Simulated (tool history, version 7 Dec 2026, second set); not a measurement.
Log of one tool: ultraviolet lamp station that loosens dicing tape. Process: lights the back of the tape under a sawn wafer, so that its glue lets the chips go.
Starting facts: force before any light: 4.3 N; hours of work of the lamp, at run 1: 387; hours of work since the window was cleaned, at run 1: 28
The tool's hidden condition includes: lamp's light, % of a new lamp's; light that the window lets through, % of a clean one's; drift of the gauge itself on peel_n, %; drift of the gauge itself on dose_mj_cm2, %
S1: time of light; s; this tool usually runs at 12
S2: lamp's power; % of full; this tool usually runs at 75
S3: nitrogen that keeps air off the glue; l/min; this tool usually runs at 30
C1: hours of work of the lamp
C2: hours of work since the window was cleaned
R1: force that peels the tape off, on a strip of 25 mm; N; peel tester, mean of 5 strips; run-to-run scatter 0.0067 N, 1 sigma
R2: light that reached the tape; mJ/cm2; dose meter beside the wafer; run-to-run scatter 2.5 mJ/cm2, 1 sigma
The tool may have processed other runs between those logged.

run	hour	S1	S2	S3	C1	C2	R1	R2
1	0	12	75	30	387	28	0.219	292
2	38.1	12	75	30	406	47	0.223	297
3	75	12	75	30	425	66	0.218	293
4	94.2	12	75	30	435	75	0.216	295
5	134.7	12	75	30	455	96	0.231	295
6	172.2	22	75	30	474	114	0.139	539
7	204.1	22	75	30	490	130	0.128	539
8	247.9	22	75	30	512	152	0.147	542
9	288.3	22	75	30	532	173	0.128	539
10	306.8	22	90	30	541	182	0.13	646
11	328.3	22	90	30	552	193	0.131	648
12	373.1	22	90	30	574	215	0.128	643
13	391.3	12	75	31	584	224	0.209	299
14	428.9	12	75	31	602	243	0.235	297
15	465.3	12	75	31	621	261	0.213	295
16	483.8	12	75	31	630	271	0.219	297
17	522	12	67	16	649	290	0.413	262
18	543.7	8	75	30	660	301	0.454	198
19	576.2	21	60	30	676	317	0.148	411
20	605.7	12	75	12	691	332	0.436	294
21	646.2	12	75	12	711	352	0.419	295
22	677.2	12	75	12	727	367	0.424	294
23	721.9	22	75	19	749	390	0.135	543
24	749.2	22	75	19	763	404	0.148	539
25	788.5	9	80	28	783	423	0.349	230
26	815.7	9	80	28	796	437	0.342	239
27	842.4	21	83	25	810	450	0.132	574
28	865.4	9	82	32	821	462	0.297	242
29	884.8	9	82	32	831	472	0.298	239
30	923.9	9	82	32	851	491	0.301	242
31	950.1	8	73	19	864	504	0.638	192
32	989.8	12	70	14	884	524	0.42	272

What if the next run were any one of these 4? Each begins from the tool's condition after run 32:
A	1013.1	12	75	13	895	536	?	?
B	1013.1	12	98	30	895	536	?	?
C	1013.1	10	75	30	895	536	?	?
D	1013.1	16	64	9	895	536	?	?

run	R1	R2
A	0.401	293
B	0.159	384
C	0.297	248
D	0.419	334
Without the tool's hidden state the same runs would have given:
run	R1	R2
A	0.399	294
B	0.159	385
C	0.295	249
D	0.416	335

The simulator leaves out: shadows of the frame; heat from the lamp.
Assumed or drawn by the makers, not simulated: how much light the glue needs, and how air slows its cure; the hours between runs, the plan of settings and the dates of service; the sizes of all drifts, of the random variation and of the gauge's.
